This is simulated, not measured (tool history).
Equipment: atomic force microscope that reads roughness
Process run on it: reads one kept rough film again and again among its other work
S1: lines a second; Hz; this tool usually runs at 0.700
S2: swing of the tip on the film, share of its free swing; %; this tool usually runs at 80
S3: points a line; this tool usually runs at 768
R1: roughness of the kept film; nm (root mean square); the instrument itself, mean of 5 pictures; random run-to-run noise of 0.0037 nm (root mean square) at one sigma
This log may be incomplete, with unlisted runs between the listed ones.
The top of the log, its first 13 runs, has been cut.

Run 14, hour 101.2: usual settings. Result: R1 0.691 nm (root mean square).
Run 15, hour 111.0: usual settings but S3 297. Result: R1 0.693 nm (root mean square).
Run 16, hour 116.9: usual settings but S3 530. Result: R1 0.692 nm (root mean square).
Run 17, hour 125.4: usual settings. Result: R1 0.692 nm (root mean square).
Run 18, hour 130.2: usual settings. Result: R1 0.697 nm (root mean square).
Run 19, hour 139.7: usual settings but S1 0.774 Hz, S2 55 %. Result: R1 0.735 nm (root mean square).
Run 20, hour 146.8: usual settings but S1 1.660 Hz, S2 70 %. Result: R1 0.673 nm (root mean square).
Run 21, hour 155.1: usual settings but S2 85 %, S3 432. Result: R1 0.674 nm (root mean square).
Run 22, hour 165.1: usual settings but S1 3.675 Hz, S2 62 %, S3 958. Result: R1 0.643 nm (root mean square).
Run 23, hour 170.6: usual settings but S1 3.675 Hz, S2 62 %, S3 958. Result: R1 0.656 nm (root mean square).
Run 24, hour 177.4: usual settings but S1 2.528 Hz, S2 62 %, S3 661. Result: R1 0.678 nm (root mean square).
Run 25, hour 182.5: usual settings but S1 2.249 Hz, S2 62 %, S3 661. Result: R1 0.683 nm (root mean square).
Run 26, hour 191.9: usual settings but S1 0.555 Hz, S2 68 %. Result: R1 0.723 nm (root mean square).
Run 27, hour 202.1: usual settings but S1 0.555 Hz, S2 68 %. Result: R1 0.717 nm (root mean square).
Run 28, hour 210.5: usual settings but S1 0.555 Hz, S2 68 %. Result: R1 0.723 nm (root mean square).
Run 29, hour 217.3: usual settings but S3 787. Result: R1 0.690 nm (root mean square).
Run 30, hour 223.5: usual settings but S1 1.372 Hz, S2 65 %, S3 579. Result: R1 0.695 nm (root mean square).
Run 31, hour 227.7: usual settings but S1 1.372 Hz, S2 65 %, S3 579. Result: R1 0.696 nm (root mean square).

What does the tool deliver on the next run?
Run 32, hour 237.8: usual settings but S3 500. Result: R1 ?.

R1: 0.691 nm (root mean square)
Were there no unlogged condition in the tool, this run, its random variation unchanged, would have produced R1 0.700 nm (root mean square).

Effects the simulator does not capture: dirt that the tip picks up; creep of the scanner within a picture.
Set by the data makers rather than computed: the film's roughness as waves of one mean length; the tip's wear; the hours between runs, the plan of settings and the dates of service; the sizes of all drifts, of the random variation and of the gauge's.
